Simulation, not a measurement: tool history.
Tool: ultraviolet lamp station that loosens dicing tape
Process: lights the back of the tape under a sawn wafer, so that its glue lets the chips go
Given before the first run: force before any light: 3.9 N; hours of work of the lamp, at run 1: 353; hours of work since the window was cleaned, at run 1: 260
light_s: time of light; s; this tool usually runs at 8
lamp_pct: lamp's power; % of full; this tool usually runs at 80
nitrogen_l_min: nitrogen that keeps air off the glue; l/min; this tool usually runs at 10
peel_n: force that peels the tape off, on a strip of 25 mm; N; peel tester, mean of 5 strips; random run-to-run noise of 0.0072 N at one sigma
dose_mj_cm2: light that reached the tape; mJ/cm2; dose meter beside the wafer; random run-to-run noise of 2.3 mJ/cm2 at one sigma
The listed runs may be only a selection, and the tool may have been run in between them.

run	hour	light_s	lamp_pct	nitrogen_l_min	hours of work of the lamp	hours of work since the window was cleaned	peel_n	dose_mj_cm2
1	0.0	8	80	10	353	260	0.349	181
2	42.1	8	80	11	375	282	0.333	176
3	63.1	8	80	10	386	293	0.380	174
4	100.4	8	80	10	405	312	0.376	172
5	138.1	8	80	3	425	332	0.621	166
6	166.2	8	80	3	440	347	0.658	171
7	207.1	8	80	3	461	368	0.682	166
8	250.6	8	80	10	484	391	0.421	169
# hour 254.9: window cleaned of glue's vapour
9	287.0	8	80	3	503	17	0.746	160
10	311.1	8	80	3	515	29	0.725	160
11	334.6	8	80	4	528	42	0.649	155
12	356.5	8	80	4	539	53	0.653	155
# hour 394.3: window cleaned of glue's vapour, once more
13	401.3	8	80	4	562	4	0.554	168
14	429.8	8	80	14	577	19	0.344	169
15	462.9	11	63	5	595	36	0.458	180
16	504.3	10	62	6	616	58	0.527	159
17	529.8	10	62	6	630	71	0.541	162
18	567.5	10	62	6	650	91	0.534	155
19	591.6	10	81	10	662	103	0.284	205
20	618.9	12	80	6	677	118	0.262	241
21	649.3	12	80	6	692	134	0.257	240
22	670.0	5	86	10	703	145	0.829	106
23	711.9	4	80	10	725	167	1.230	75
24	733.5	13	67	18	737	178	0.224	211
25	776.2	9	95	3	759	200	0.476	204
26	800.2	9	65	5	772	213	0.709	137
27	822.5	6	65	15	783	225	0.896	92
28	845.3	6	65	15	795	237	0.899	93

Some steps in peel_n, run to run, broken into two amounts with sign: the step expected even without the hidden condition (settings, incoming material, random variation), and the rest, left for the hidden condition together with whatever gauge scatter is not in both the measured and the hidden-condition-free result:
The hidden state here: lamp's light, % of a new lamp's; light that the window lets through, % of a clean one's; drift of the gauge itself on peel_n, %; drift of the gauge itself on dose_mj_cm2, %.
Run 21 -> 22: light_s 12 -> 5, lamp_pct 80 -> 86, nitrogen_l_min 6 -> 10. peel_n +0.572 N: hidden state +0.225, all else +0.347.
Run 23 -> 24: light_s 4 -> 13, lamp_pct 80 -> 67, nitrogen_l_min 10 -> 18. peel_n -1.006 N: hidden state -0.337, all else -0.669.
